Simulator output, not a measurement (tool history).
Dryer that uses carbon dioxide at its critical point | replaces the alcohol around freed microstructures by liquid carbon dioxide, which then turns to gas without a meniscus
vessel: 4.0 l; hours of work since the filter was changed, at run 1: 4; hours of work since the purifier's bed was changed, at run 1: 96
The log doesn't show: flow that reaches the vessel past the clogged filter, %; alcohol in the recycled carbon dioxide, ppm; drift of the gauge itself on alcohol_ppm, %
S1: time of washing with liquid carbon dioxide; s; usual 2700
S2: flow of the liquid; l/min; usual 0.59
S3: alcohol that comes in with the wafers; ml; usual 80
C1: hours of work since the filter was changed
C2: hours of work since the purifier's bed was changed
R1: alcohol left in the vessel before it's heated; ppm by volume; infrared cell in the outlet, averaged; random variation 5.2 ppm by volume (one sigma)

{"run": 1, "hour": 0.0, "S1": 2700, "S2": 0.59, "S3": 80, "C1": 4, "C2": 96, "R1": 112}
{"run": 2, "hour": 10.0, "S1": 2700, "S2": 0.59, "S3": 80, "C1": 7, "C2": 99, "R1": 115}
{"run": 3, "hour": 19.9, "S1": 2700, "S2": 0.59, "S3": 80, "C1": 11, "C2": 102, "R1": 114}
{"run": 4, "hour": 34.5, "S1": 2700, "S2": 0.59, "S3": 80, "C1": 15, "C2": 107, "R1": 118}
{"run": 5, "hour": 49.7, "S1": 2700, "S2": 0.59, "S3": 80, "C1": 20, "C2": 112, "R1": 124}
{"run": 6, "hour": 59.1, "S1": 2700, "S2": 0.59, "S3": 21, "C1": 23, "C2": 115, "R1": 35}
{"run": 7, "hour": 67.3, "S1": 2700, "S2": 0.59, "S3": 80, "C1": 26, "C2": 118, "R1": 121}
{"run": 8, "hour": 79.2, "S1": 2700, "S2": 0.59, "S3": 80, "C1": 30, "C2": 121, "R1": 123}
{"run": 9, "hour": 93.1, "S1": 2700, "S2": 0.59, "S3": 80, "C1": 34, "C2": 126, "R1": 125}
{"run": 10, "hour": 108.3, "S1": 2700, "S2": 0.59, "S3": 80, "C1": 39, "C2": 131, "R1": 126}
{"run": 11, "hour": 125.9, "S1": 2700, "S2": 0.448, "S3": 80, "C1": 45, "C2": 136, "R1": 370}
{"run": 12, "hour": 136.7, "S1": 2700, "S2": 0.728, "S3": 80, "C1": 48, "C2": 140, "R1": 51}
{"run": 13, "hour": 149.5, "S1": 2700, "S2": 0.728, "S3": 80, "C1": 52, "C2": 144, "R1": 57}
{"run": 14, "hour": 163.4, "S1": 2700, "S2": 0.728, "S3": 80, "C1": 57, "C2": 149, "R1": 49}
{"run": 15, "hour": 171.7, "S1": 2700, "S2": 0.728, "S3": 80, "C1": 59, "C2": 151, "R1": 56}
{"run": 16, "hour": 180.1, "S1": 2700, "S2": 0.728, "S3": 80, "C1": 62, "C2": 154, "R1": 59}
{"run": 17, "hour": 189.5, "S1": 2700, "S2": 0.728, "S3": 80, "C1": 65, "C2": 157, "R1": 63}
{"run": 18, "hour": 204.2, "S1": 2700, "S2": 0.573, "S3": 80, "C1": 70, "C2": 162, "R1": 143}
{"run": 19, "hour": 212.0, "S1": 2760, "S2": 0.59, "S3": 80, "C1": 72, "C2": 164, "R1": 122}
{"run": 20, "hour": 226.7, "S1": 2760, "S2": 0.59, "S3": 80, "C1": 77, "C2": 169, "R1": 124}
{"run": 21, "hour": 243.8, "S1": 2760, "S2": 0.59, "S3": 80, "C1": 83, "C2": 174, "R1": 120}
{"run": 22, "hour": 256.0, "S1": 2760, "S2": 0.59, "S3": 80, "C1": 87, "C2": 178, "R1": 126}
{"run": 23, "hour": 264.8, "S1": 2700, "S2": 0.589, "S3": 80, "C1": 90, "C2": 181, "R1": 139}
{"run": 24, "hour": 282.3, "S1": 3540, "S2": 0.59, "S3": 80, "C1": 95, "C2": 187, "R1": 43}
{"run": 25, "hour": 298.2, "S1": 1800, "S2": 0.576, "S3": 25, "C1": 100, "C2": 192, "R1": 231}
{"run": 26, "hour": 309.8, "S1": 3660, "S2": 0.576, "S3": 120, "C1": 104, "C2": 196, "R1": 59}
{"run": 27, "hour": 322.6, "S1": 1740, "S2": 0.952, "S3": 53, "C1": 108, "C2": 200, "R1": 108}
{"run": 28, "hour": 332.5, "S1": 1740, "S2": 0.952, "S3": 53, "C1": 111, "C2": 203, "R1": 98}
{"run": 29, "hour": 346.6, "S1": 2280, "S2": 0.955, "S3": 40, "C1": 116, "C2": 208, "R1": 38}
{"run": 30, "hour": 356.0, "S1": 4020, "S2": 0.365, "S3": 52, "C1": 119, "C2": 211, "R1": 135}
{"run": 31, "hour": 367.3, "S1": 3600, "S2": 0.713, "S3": 71, "C1": 123, "C2": 214, "R1": 35}
{"run": 32, "hour": 384.0, "S1": 3600, "S2": 0.431, "S3": 71, "C1": 128, "C2": 220, "R1": 142}
{"run": 33, "hour": 400.2, "S1": 3900, "S2": 0.431, "S3": 36, "C1": 133, "C2": 225, "R1": 70}
{"run": 34, "hour": 409.5, "S1": 2040, "S2": 0.59, "S3": 80, "C1": 136, "C2": 228, "R1": 429}
{"run": 35, "hour": 421.9, "S1": 2040, "S2": 0.59, "S3": 80, "C1": 140, "C2": 232, "R1": 451}
{"run": 36, "hour": 433.0, "S1": 2040, "S2": 0.78, "S3": 42, "C1": 144, "C2": 236, "R1": 102}
{"run": 37, "hour": 445.9, "S1": 2100, "S2": 0.379, "S3": 110, "C1": 148, "C2": 240, "R1": 1964}
{"run": 38, "hour": 459.1, "S1": 2100, "S2": 0.379, "S3": 110, "C1": 152, "C2": 244, "R1": 2045}
{"run": 39, "hour": 467.5, "S1": 2700, "S2": 0.516, "S3": 80, "C1": 155, "C2": 247, "R1": 263}
{"run": 40, "hour": 475.9, "S1": 2700, "S2": 0.516, "S3": 80, "C1": 158, "C2": 249, "R1": 254}
{"run": 41, "hour": 486.4, "S1": 2700, "S2": 0.516, "S3": 80, "C1": 161, "C2": 253, "R1": 257}
{"run": 42, "hour": 503.6, "S1": 2700, "S2": 0.59, "S3": 48, "C1": 167, "C2": 258, "R1": 102}
{"run": 43, "hour": 521.6, "S1": 2940, "S2": 0.424, "S3": 80, "C1": 172, "C2": 264, "R1": 386}
{"run": 44, "hour": 538.1, "S1": 3060, "S2": 0.706, "S3": 22, "C1": 178, "C2": 269, "R1": 47}
{"run": 45, "hour": 551.0, "S1": 3060, "S2": 0.706, "S3": 22, "C1": 182, "C2": 274, "R1": 41}
{"run": 46, "hour": 565.4, "S1": 1800, "S2": 0.491, "S3": 36, "C1": 187, "C2": 278, "R1": 574}
{"run": 47, "hour": 577.1, "S1": 1800, "S2": 0.491, "S3": 78, "C1": 190, "C2": 282, "R1": 1196}
{"run": 48, "hour": 590.9, "S1": 1800, "S2": 0.491, "S3": 78, "C1": 195, "C2": 286, "R1": 1163}

Measured less the same run without the tool's hidden state. The same run-to-run variation is in both; the gauge's scatter may not be:
run=1 R1=+17
run=2 R1=+16
run=3 R1=+18
run=4 R1=+19
run=5 R1=+21
run=6 R1=+16
run=7 R1=+22
run=8 R1=+22
run=9 R1=+23
run=10 R1=+26
run=11 R1=+43
run=12 R1=+21
run=13 R1=+22
run=14 R1=+22
run=15 R1=+23
run=16 R1=+23
run=17 R1=+24
run=18 R1=+36
run=19 R1=+34
run=20 R1=+34
run=21 R1=+36
run=22 R1=+37
run=23 R1=+39
run=24 R1=+28
run=25 R1=+48
run=26 R1=+31
run=27 R1=+38
run=28 R1=+37
run=29 R1=+28
run=30 R1=+43
run=31 R1=+27
run=32 R1=+48
run=33 R1=+35
run=34 R1=+95
run=35 R1=+102
run=36 R1=+45
run=37 R1=+274
run=38 R1=+294
run=39 R1=+80
run=40 R1=+78
run=41 R1=+80
run=42 R1=+49
run=43 R1=+106
run=44 R1=+34
run=45 R1=+34
run=46 R1=+122
run=47 R1=+230
run=48 R1=+229
